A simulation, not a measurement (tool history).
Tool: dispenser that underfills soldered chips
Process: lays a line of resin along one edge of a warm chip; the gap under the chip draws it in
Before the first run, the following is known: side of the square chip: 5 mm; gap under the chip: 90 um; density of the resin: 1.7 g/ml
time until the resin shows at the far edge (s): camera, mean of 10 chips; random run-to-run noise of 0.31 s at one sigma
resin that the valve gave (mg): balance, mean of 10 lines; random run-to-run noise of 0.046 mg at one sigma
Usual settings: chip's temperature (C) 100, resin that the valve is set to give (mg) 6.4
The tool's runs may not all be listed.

run  hour  chip's temperature (C)  resin that the valve is set to give (mg)  time until the resin shows at the far edge (s)  resin that the valve gave (mg)
  1     0                     100                                       6.4                                             9.1                            6.31
  2   3.8                     100                                       6.4                                              11                            6.28
        7  -- new syringe of resin
  3   7.6                     100                                       6.4                                             8.8                            6.26
  4  11.8                     100                                       6.4                                            10.4                            6.21
  5  14.9                     100                                      6.07                                            12.5                            5.82
     15.7  -- new syringe of resin
  6  20.1                     100                                      6.07                                            10.6                            5.88
  7  23.7                     100                                       6.4                                            12.4                            6.19
     24.5  -- new syringe of resin
  8  28.1                     100                                       6.4                                              10                             6.2
     33.3  -- new syringe of resin
  9  33.3                     100                                       6.4                                             8.6                            6.24
 10  37.1                     100                                       6.4                                            10.5                            6.16
     42.2  -- new syringe of resin
 11  42.4                     100                                       6.4                                             8.7                            6.12
 12  46.9                     100                                       6.4                                            10.8                            6.17
 13  50.2                     100                                      5.66                                            12.5                            5.36
     51.1  -- new syringe of resin
 14  55.5                     100                                       6.4                                            10.8                            6.09
 15    59                     100                                       6.4                                            12.8                            6.08
     59.7  -- new syringe of resin
 16  62.6                     100                                       6.4                                             9.8                               6
 17  64.8                     100                                       6.4                                            10.7                            6.03
     68.2  -- new syringe of resin
 18  69.6                     100                                      5.88                                               9                            5.54
 19  72.2                     100                                      5.72                                            10.8                            5.37
 20  76.3                     100                                      5.72                                            12.8                             5.3
       77  -- new syringe of resin
 21  79.5                     100                                      6.34                                             9.7                             5.9

Predict the results of run 22:
 22    84                     100                                      6.34                                               ?                               ?

{"run 22": {"time until the resin shows at the far edge (s)": 12.1, "resin that the valve gave (mg)": 5.91}}
With no hidden state in the tool, this same run would have given time until the resin shows at the far edge (s) 8.9, resin that the valve gave (mg) 6.34.

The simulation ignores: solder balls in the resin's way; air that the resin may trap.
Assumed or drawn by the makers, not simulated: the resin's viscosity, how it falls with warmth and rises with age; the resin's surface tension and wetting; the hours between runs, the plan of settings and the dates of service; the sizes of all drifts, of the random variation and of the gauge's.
